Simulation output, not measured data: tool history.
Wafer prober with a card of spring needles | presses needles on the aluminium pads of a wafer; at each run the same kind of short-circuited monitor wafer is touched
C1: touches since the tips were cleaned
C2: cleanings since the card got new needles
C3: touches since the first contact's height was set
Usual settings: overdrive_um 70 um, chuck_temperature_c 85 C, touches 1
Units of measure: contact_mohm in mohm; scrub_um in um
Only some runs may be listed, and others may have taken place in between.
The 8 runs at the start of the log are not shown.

{"day": 4.754, "done": "tips cleaned on abrasive film"}
{"run": 9, "day": 5.112, "overdrive_um": 70, "chuck_temperature_c": 31, "touches": 1, "C1": 3092, "C2": 32, "C3": 135336, "contact_mohm": 221, "scrub_um": 13.94}
{"day": 5.25, "done": "tips cleaned on abrasive film"}
{"day": 5.683, "done": "tips cleaned on abrasive film"}
{"run": 10, "day": 5.988, "overdrive_um": 70, "chuck_temperature_c": 31, "touches": 1, "C1": 2600, "C2": 34, "C3": 142727, "contact_mohm": 215, "scrub_um": 14.0}
{"day": 6.162, "done": "tips cleaned on abrasive film"}
{"day": 6.658, "done": "tips cleaned on abrasive film"}
{"run": 11, "day": 6.675, "overdrive_um": 70, "chuck_temperature_c": 31, "touches": 1, "C1": 146, "C2": 36, "C3": 148551, "contact_mohm": 184, "scrub_um": 13.93}
{"day": 7.171, "done": "tips cleaned on abrasive film"}
{"run": 12, "day": 7.588, "overdrive_um": 82, "chuck_temperature_c": 85, "touches": 1, "C1": 3538, "C2": 37, "C3": 156319, "contact_mohm": 215, "scrub_um": 16.42}
{"day": 7.642, "done": "tips cleaned on abrasive film"}
{"day": 8.088, "done": "tips cleaned on abrasive film"}
{"run": 13, "day": 8.188, "overdrive_um": 70, "chuck_temperature_c": 85, "touches": 1, "C1": 856, "C2": 39, "C3": 161383, "contact_mohm": 208, "scrub_um": 13.92}
{"day": 8.562, "done": "tips cleaned on abrasive film"}
{"run": 14, "day": 8.758, "overdrive_um": 70, "chuck_temperature_c": 85, "touches": 1, "C1": 1676, "C2": 40, "C3": 166230, "contact_mohm": 221, "scrub_um": 13.88}
{"day": 8.996, "done": "tips cleaned on abrasive film"}
{"run": 15, "day": 9.183, "overdrive_um": 70, "chuck_temperature_c": 85, "touches": 1, "C1": 1618, "C2": 41, "C3": 169848, "contact_mohm": 215, "scrub_um": 13.88}
{"day": 9.429, "done": "tips cleaned on abrasive film"}
{"day": 9.862, "done": "tips cleaned on abrasive film"}
{"run": 16, "day": 9.862, "overdrive_um": 70, "chuck_temperature_c": 85, "touches": 1, "C1": 0, "C2": 43, "C3": 175602, "contact_mohm": 193, "scrub_um": 13.87}
{"day": 10.2, "done": "height of the first contact set anew"}
{"day": 10.329, "done": "tips cleaned on abrasive film"}
{"run": 17, "day": 10.504, "overdrive_um": 54, "chuck_temperature_c": 66, "touches": 1, "C1": 1476, "C2": 44, "C3": 2563, "contact_mohm": 223, "scrub_um": 11.04}
{"day": 10.796, "done": "tips cleaned on abrasive film"}
{"run": 18, "day": 11.058, "overdrive_um": 54, "chuck_temperature_c": 66, "touches": 1, "C1": 2248, "C2": 45, "C3": 7275, "contact_mohm": 241, "scrub_um": 11.02}
{"day": 11.267, "done": "tips cleaned on abrasive film"}
{"run": 19, "day": 11.667, "overdrive_um": 54, "chuck_temperature_c": 64, "touches": 1, "C1": 3426, "C2": 46, "C3": 12450, "contact_mohm": 248, "scrub_um": 11.02}
{"day": 11.746, "done": "tips cleaned on abrasive film"}
{"day": 12.179, "done": "tips cleaned on abrasive film"}
{"run": 20, "day": 12.454, "overdrive_um": 54, "chuck_temperature_c": 114, "touches": 1, "C1": 2349, "C2": 48, "C3": 19134, "contact_mohm": 242, "scrub_um": 10.98}
{"day": 12.617, "done": "tips cleaned on abrasive film"}
{"day": 13.088, "done": "tips cleaned on abrasive film"}
{"run": 21, "day": 13.446, "overdrive_um": 82, "chuck_temperature_c": 80, "touches": 1, "C1": 3045, "C2": 50, "C3": 27525, "contact_mohm": 218, "scrub_um": 16.72}
{"day": 13.562, "done": "tips cleaned on abrasive film"}
{"run": 22, "day": 13.962, "overdrive_um": 68, "chuck_temperature_c": 27, "touches": 3, "C1": 3438, "C2": 51, "C3": 31928, "contact_mohm": 200, "scrub_um": 13.84}
{"day": 14.012, "done": "tips cleaned on abrasive film"}
{"day": 14.508, "done": "tips cleaned on abrasive film"}
{"run": 23, "day": 14.625, "overdrive_um": 76, "chuck_temperature_c": 82, "touches": 3, "C1": 999, "C2": 53, "C3": 37530, "contact_mohm": 199, "scrub_um": 15.43}
{"day": 14.967, "done": "tips cleaned on abrasive film"}
{"day": 15.438, "done": "tips cleaned on abrasive film"}
{"run": 24, "day": 15.542, "overdrive_um": 76, "chuck_temperature_c": 82, "touches": 2, "C1": 885, "C2": 55, "C3": 45294, "contact_mohm": 199, "scrub_um": 15.46}
{"day": 15.875, "done": "tips cleaned on abrasive film"}
{"day": 16.329, "done": "tips cleaned on abrasive film"}
{"run": 25, "day": 16.554, "overdrive_um": 76, "chuck_temperature_c": 82, "touches": 2, "C1": 1913, "C2": 57, "C3": 53896, "contact_mohm": 206, "scrub_um": 15.41}
{"day": 16.8, "done": "tips cleaned on abrasive film"}
{"day": 17.233, "done": "tips cleaned on abrasive film"}
{"run": 26, "day": 17.571, "overdrive_um": 70, "chuck_temperature_c": 54, "touches": 1, "C1": 2894, "C2": 59, "C3": 62542, "contact_mohm": 222, "scrub_um": 14.14}
{"day": 17.721, "done": "tips cleaned on abrasive film"}
{"day": 18.196, "done": "tips cleaned on abrasive film"}
{"run": 27, "day": 18.367, "overdrive_um": 82, "chuck_temperature_c": 54, "touches": 3, "C1": 1471, "C2": 61, "C3": 69283, "contact_mohm": 188, "scrub_um": 16.63}
{"day": 18.679, "done": "tips cleaned on abrasive film"}
{"run": 28, "day": 18.8, "overdrive_um": 70, "chuck_temperature_c": 85, "touches": 1, "C1": 1045, "C2": 62, "C3": 72952, "contact_mohm": 207, "scrub_um": 14.17}
{"day": 19.146, "done": "tips cleaned on abrasive film"}
{"run": 29, "day": 19.408, "overdrive_um": 70, "chuck_temperature_c": 85, "touches": 1, "C1": 2268, "C2": 63, "C3": 78117, "contact_mohm": 221, "scrub_um": 14.1}
{"day": 19.625, "done": "tips cleaned on abrasive film"}
{"day": 20.054, "done": "tips cleaned on abrasive film"}
{"run": 30, "day": 20.238, "overdrive_um": 54, "chuck_temperature_c": 72, "touches": 2, "C1": 1562, "C2": 65, "C3": 85127, "contact_mohm": 216, "scrub_um": 10.78}

Here are 5 independent what-if runs from the current tool condition. What would each one return?
{"day": 20.521, "done": "tips cleaned on abrasive film"}
{"run": "A", "day": 20.921, "overdrive_um": 80, "chuck_temperature_c": 88, "touches": 3, "C1": 3434, "C2": 66, "C3": 90963, "contact_mohm": "?", "scrub_um": "?"}
{"day": 20.521, "done": "tips cleaned on abrasive film"}
{"run": "B", "day": 20.921, "overdrive_um": 70, "chuck_temperature_c": 85, "touches": 2, "C1": 3434, "C2": 66, "C3": 90963, "contact_mohm": "?", "scrub_um": "?"}
{"day": 20.521, "done": "tips cleaned on abrasive film"}
{"run": "C", "day": 20.921, "overdrive_um": 54, "chuck_temperature_c": 72, "touches": 2, "C1": 3434, "C2": 66, "C3": 90963, "contact_mohm": "?", "scrub_um": "?"}
{"day": 20.521, "done": "tips cleaned on abrasive film"}
{"run": "D", "day": 20.921, "overdrive_um": 58, "chuck_temperature_c": 31, "touches": 2, "C1": 3434, "C2": 66, "C3": 90963, "contact_mohm": "?", "scrub_um": "?"}
{"day": 20.521, "done": "tips cleaned on abrasive film"}
{"run": "E", "day": 20.921, "overdrive_um": 84, "chuck_temperature_c": 85, "touches": 1, "C1": 3434, "C2": 66, "C3": 90963, "contact_mohm": "?", "scrub_um": "?"}

run=A contact_mohm=199 scrub_um=16.14
run=B contact_mohm=220 scrub_um=14.06
run=C contact_mohm=231 scrub_um=10.77
run=D contact_mohm=223 scrub_um=11.61
run=E contact_mohm=219 scrub_um=16.93
With no hidden state in the tool, these same runs would have given:
run=A contact_mohm=187 scrub_um=16.41
run=B contact_mohm=194 scrub_um=14.33
run=C contact_mohm=191 scrub_um=11.04
run=D contact_mohm=185 scrub_um=11.88
run=E contact_mohm=189 scrub_um=17.20

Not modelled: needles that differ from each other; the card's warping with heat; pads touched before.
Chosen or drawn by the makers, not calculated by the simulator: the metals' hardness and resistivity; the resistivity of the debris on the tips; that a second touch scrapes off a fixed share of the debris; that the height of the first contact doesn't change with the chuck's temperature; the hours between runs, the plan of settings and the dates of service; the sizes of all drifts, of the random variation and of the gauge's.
